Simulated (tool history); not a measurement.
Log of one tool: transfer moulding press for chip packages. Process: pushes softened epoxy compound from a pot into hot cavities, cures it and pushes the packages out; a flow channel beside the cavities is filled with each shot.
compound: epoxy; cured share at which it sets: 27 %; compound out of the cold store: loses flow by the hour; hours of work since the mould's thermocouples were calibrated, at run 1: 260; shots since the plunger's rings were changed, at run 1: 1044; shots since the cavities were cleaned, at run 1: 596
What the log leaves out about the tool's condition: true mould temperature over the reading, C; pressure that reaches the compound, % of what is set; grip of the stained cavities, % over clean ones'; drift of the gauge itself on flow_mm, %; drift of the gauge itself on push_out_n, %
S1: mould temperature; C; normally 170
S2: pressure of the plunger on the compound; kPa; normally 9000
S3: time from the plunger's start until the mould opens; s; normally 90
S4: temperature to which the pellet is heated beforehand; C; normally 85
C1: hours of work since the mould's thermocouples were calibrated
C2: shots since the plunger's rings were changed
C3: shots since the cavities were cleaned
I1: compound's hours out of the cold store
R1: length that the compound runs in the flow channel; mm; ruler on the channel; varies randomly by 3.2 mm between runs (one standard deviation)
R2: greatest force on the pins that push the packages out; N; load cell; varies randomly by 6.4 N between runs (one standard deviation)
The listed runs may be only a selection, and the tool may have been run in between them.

run     day   S1    S2  S3  S4   C1    C2   C3    I1   R1   R2
  1   0.000  170  9000  90  85  260  1044  596   9.8  777  258
  2   1.117  170  9000  90  85  274  1327  879  34.5  727  257
      1.312  -- cavities cleaned with cleaning compound and waxed
  3   2.608  170  9000  90  85  290  1689  328  29.0  738  234
  4   3.417  170  9000  90  75  300  1894  533  46.4  710  249
  5   4.371  170  9000  90  75  311  2136  775  13.1  777  263
      4.942  -- cavities cleaned with cleaning compound and waxed
  6   5.854  170  9000  90  85  328  2496  231  45.3  706  241
  7   6.921  170  9000  90  85  341  2767  502  40.3  723  260
  8   8.096  170  9000  90  85  354  3065  800  17.5  760  257
      8.592  -- cavities cleaned with cleaning compound and waxed
  9   9.325  170  9000  90  85  368  3361  186  38.7  721  251
 10  10.262  175  9000  90  77  379  3598  423  43.1  706  237
     11.050  -- plunger's sealing rings changed
 11  11.392  175  9000  90  77  391    86  683  44.6  696  226

Branching from run 11: 3 alternative next runs. What would each branch give?
     12.312  -- cavities cleaned with cleaning compound and waxed
  A  12.546  166  10090   90  85  404  364  60  12.5   ?   ?
     12.312  -- cavities cleaned with cleaning compound and waxed
  B  12.546  175   9000  121  77  404  364  60  18.5   ?   ?
     12.312  -- cavities cleaned with cleaning compound and waxed
  C  12.546  175   6910   83  77  404  364  60   9.1   ?   ?

run   R1   R2
  A  828  302
  B  751  218
  C  674  237
With the hidden condition removed and each run's random variation left untouched, the same runs would have given:
run   R1   R2
  A  829  301
  B  751  217
  C  674  236

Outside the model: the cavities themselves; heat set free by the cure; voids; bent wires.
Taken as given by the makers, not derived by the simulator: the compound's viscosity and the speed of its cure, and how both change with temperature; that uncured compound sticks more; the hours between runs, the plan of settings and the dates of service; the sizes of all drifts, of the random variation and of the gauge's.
